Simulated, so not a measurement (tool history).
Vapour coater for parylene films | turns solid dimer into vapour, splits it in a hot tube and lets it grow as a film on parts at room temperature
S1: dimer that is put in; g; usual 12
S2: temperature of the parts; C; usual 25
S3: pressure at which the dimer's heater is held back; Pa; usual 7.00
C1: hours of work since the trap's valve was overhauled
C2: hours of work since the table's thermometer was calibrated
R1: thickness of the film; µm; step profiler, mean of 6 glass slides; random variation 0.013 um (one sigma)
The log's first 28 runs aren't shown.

run    hour  S1  S2    S3   C1   C2    R1
 29  1248.0  18  31  2.93   93  495  3.12
 30  1280.2   8  17  2.16  109  512  2.36
 31  1331.1   6  31  3.66  135  538  1.01
 32  1380.4  11  23  3.43  161  563  2.68
 33  1422.5  12  33  3.66  182  584  1.88
 34  1458.0  16  25  3.86  200  602  3.50
 35  1496.5   8  25  2.56  220  622  1.83
 36  1544.5   8  25  2.56  245  647  1.79
 37  1570.7   8  25  2.56  258  660  1.81
 38  1624.7   9  18  2.91  286  688  2.69
 39  1661.8   9  18  2.91  305  707  2.66

Forecast run 40:
 40  1691.2   6  29  7.00  320  722   ?

R1: 1.05 µm
Without the tool's hidden state the same run would have given R1 1.05 µm.
